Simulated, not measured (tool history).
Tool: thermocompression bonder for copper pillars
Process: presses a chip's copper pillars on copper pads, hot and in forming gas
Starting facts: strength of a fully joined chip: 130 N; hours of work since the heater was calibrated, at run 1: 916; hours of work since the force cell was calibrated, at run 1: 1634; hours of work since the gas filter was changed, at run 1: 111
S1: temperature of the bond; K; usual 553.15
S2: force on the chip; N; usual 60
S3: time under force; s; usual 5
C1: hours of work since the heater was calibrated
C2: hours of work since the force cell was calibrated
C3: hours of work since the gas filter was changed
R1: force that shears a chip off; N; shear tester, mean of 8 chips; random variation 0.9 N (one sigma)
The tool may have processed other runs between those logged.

run    hour      S1  S2  S3   C1    C2   C3    R1
  1     0.0  553.15  60   5  916  1634  111  60.4
        8.8  -- heater calibrated with a thermocouple chip
  2    53.8  559.15  60   5   29  1668  145  64.0
  3   134.9  553.15  60   5   82  1721  198  59.0
  4   219.3  553.15  73   5  137  1776  253  68.0
  5   312.1  553.15  44   5  198  1837  313  41.5
      356.0  -- forming gas filter changed
  6   356.0  553.15  84   5  226  1865    0  80.6
  7   454.5  553.15  84   4  290  1929   64  74.7
  8   524.8  553.15  60   5  336  1975  110  56.4
      531.6  -- heater calibrated with a thermocouple chip, once more
  9   581.4  553.15  60   5   32  2011  146  68.6
 10   658.5  553.15  74   5   83  2061  196  80.9
 11   748.4  553.15  60   5  141  2119  255  67.8
      794.9  -- force cell calibrated
 12   834.5  553.15  88   5  196    26  310  94.1
 13   877.9  553.15  88   5  225    54  338  94.1
      891.5  -- forming gas filter changed
 14   938.3  553.15  88   5  264    93   30  97.0
 15  1008.5  553.15  88   5  310   139   76  94.8
 16  1099.2  553.15  88   5  369   198  135  91.5
 17  1145.2  546.15  68   4  399   228  165  65.4

The next listed run, before its measurement:
 18  1205.4  553.15  60   5  438  267  205   ?

{"run 18": {"R1": 66.7}}
Take away the tool's hidden state, keep the run-to-run variation as it was, and the same run would have given R1 73.3 N.
